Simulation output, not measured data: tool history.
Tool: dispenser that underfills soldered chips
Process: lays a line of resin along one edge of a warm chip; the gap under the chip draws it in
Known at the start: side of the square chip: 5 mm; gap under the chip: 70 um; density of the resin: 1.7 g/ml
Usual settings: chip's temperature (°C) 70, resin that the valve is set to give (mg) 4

run	day	chip's temperature (°C)	resin that the valve is set to give (mg)	time until the resin shows at the far edge (s)	resin that the valve gave (mg)
1	0	70	4	72	4
# day 0.129: new syringe of resin
2	0.204	70	4.62	38.7	4.63
3	0.383	70	3.81	52.2	3.76
4	0.496	70	3.81	59.9	3.83
5	0.675	60	4	123	3.95
# day 0.775: new syringe of resin
6	0.804	73	4	33.1	3.94
7	1	73	4	43.3	3.93
8	1.171	73	4	54.4	3.93
9	1.329	70	3.92	77.8	3.8
# day 1.425: new syringe of resin
10	1.5	70	4	41	3.88
11	1.704	58	4	95.7	3.86
12	1.854	58	4	117.3	3.87
13	1.967	58	4	136.3	3.84
# day 2.058: new syringe of resin
14	2.188	70	4	42.5	3.87
15	2.292	70	4	50.7	3.84
16	2.438	70	4	59.3	3.77
17	2.575	70	4	71.9	3.84
# day 2.692: new syringe of resin
18	2.792	70	4	41.3	3.83
19	2.892	70	4	47.4	3.82
20	2.983	60	4	86.7	3.84
21	3.138	78	4.1	46	3.84
# day 3.329: new syringe of resin
22	3.329	59	3.53	65.3	3.36
23	3.442	59	3.53	75.5	3.3
24	3.529	66	4	58.9	3.79
25	3.621	66	4	68.4	3.79
26	3.758	57	4	125.1	3.74
27	3.892	57	4	149	3.7
# day 3.967: new syringe of resin
28	4.008	75	3.56	32.8	3.31
29	4.208	75	3.56	43	3.36
30	4.362	75	3.56	53.3	3.35
31	4.475	75	3.56	60.4	3.29
# day 4.6: new syringe of resin
32	4.65	56	4.2	74.4	3.82
# day 4.771: dispensing valve cleaned and set on the balance
33	4.862	70	3.76	48.3	3.78
34	5.05	70	3.76	62.7	3.7
35	5.154	70	3.76	72.1	3.76
# day 5.275: new syringe of resin
36	5.308	85	3.47	20.1	3.44

Some steps in time until the resin shows at the far edge (s) between neighbouring runs. How much of each would the tool show without its hidden state too (settings, what came in, random variation), and how much is left for the hidden state, with any gauge scatter that isn't in both results?
The hidden state here: resin's viscosity, % of fresh resin's; dose that the valve gives, % of what is set; true chip temperature over the reading, C; drift of the gauge itself on fill_s, %; drift of the gauge itself on given_mg, %.
Run 5 -> 6: chip's temperature (°C) 60 -> 73, new syringe of resin. time until the resin shows at the far edge (s) -89.9: hidden state -61.5, all else -28.4.
Run 13 -> 14: chip's temperature (°C) 58 -> 70, new syringe of resin. time until the resin shows at the far edge (s) -93.8: hidden state -64.7, all else -29.1.
Run 27 -> 28: chip's temperature (°C) 57 -> 75, resin that the valve is set to give (mg) 4 -> 3.56, new syringe of resin. time until the resin shows at the far edge (s) -116.2: hidden state -76.9, all else -39.3.
